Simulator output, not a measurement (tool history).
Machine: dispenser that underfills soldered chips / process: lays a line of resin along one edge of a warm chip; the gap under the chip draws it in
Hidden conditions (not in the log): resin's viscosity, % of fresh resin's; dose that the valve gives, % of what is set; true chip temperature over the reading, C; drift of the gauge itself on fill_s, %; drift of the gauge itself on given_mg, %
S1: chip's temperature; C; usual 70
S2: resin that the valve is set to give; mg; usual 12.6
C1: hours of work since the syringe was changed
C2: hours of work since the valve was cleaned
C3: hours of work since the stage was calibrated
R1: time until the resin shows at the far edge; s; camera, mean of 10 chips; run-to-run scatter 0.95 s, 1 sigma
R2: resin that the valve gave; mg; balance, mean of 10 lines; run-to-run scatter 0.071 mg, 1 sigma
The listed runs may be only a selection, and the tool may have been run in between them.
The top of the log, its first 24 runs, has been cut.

At hour 220.7: new syringe of resin.
Run 25, hour 226.2: usual settings but S1 69 C, S2 11.4 mg; C1 3; C2 64; C3 342. Result: R1 117.1 s, R2 10.79 mg.
Run 26, hour 231.9: usual settings but S1 62 C, S2 11.6 mg; C1 7; C2 68; C3 346. Result: R1 200.4 s, R2 11.13 mg.
At hour 232.9: new syringe of resin.
Run 27, hour 238.2: usual settings but S1 66 C, S2 11.7 mg; C1 3; C2 71; C3 350. Result: R1 130.3 s, R2 11.17 mg.
At hour 239.9: dispensing valve cleaned and set on the balance.
At hour 245.6: new syringe of resin.
Run 28, hour 250.4: usual settings but S1 57 C, S2 10.9 mg; C1 3; C2 6; C3 357. Result: R1 190.9 s, R2 10.89 mg.
At hour 257.7: new syringe of resin.
Run 29, hour 260.5: usual settings but S1 81 C, S2 15.4 mg; C1 2; C2 13; C3 363. Result: R1 57.3 s, R2 15.23 mg.
Run 30, hour 267.2: usual settings but S1 68 C; C1 6; C2 17; C3 367. Result: R1 134.2 s, R2 12.40 mg.
At hour 269.4: new syringe of resin.
Run 31, hour 276.9: usual settings but S1 84 C, S2 12.8 mg; C1 5; C2 23; C3 373. Result: R1 64.4 s, R2 12.61 mg.
At hour 281.7: new syringe of resin.
Run 32, hour 287.0: usual settings but S1 84 C, S2 12.8 mg; C1 3; C2 29; C3 379. Result: R1 57.0 s, R2 12.53 mg.
At hour 293.7: new syringe of resin.
Run 33, hour 295.1: usual settings but S1 84 C, S2 12.8 mg; C1 1; C2 34; C3 384. Result: R1 49.0 s, R2 12.53 mg.
Run 34, hour 304.8: usual settings but S1 68 C, S2 12.4 mg; C1 7; C2 40; C3 390. Result: R1 142.9 s, R2 12.08 mg.

What if the next run were any one of these 3? Each begins from the tool's condition after run 34:
At hour 305.8: new syringe of resin.
Run A, hour 313.6: usual settings but S1 65 C, S2 13.3 mg; C1 5; C2 45; C3 395. Result: R1 ?, R2 ?.
At hour 305.8: new syringe of resin.
Run B, hour 313.6: usual settings but S1 76 C, S2 13.4 mg; C1 5; C2 45; C3 395. Result: R1 ?, R2 ?.
At hour 305.8: new syringe of resin.
Run C, hour 313.6: usual settings but S1 77 C, S2 12.4 mg; C1 5; C2 45; C3 395. Result: R1 ?, R2 ?.

run     R1     R2
  A  140.1  12.81
  B   88.0  13.02
  C   85.8  12.01
Stripped of hidden state, with their random variation kept, the same runs would have yielded:
run     R1     R2
  A  110.7  13.25
  B   69.1  13.47
  C   67.1  12.42

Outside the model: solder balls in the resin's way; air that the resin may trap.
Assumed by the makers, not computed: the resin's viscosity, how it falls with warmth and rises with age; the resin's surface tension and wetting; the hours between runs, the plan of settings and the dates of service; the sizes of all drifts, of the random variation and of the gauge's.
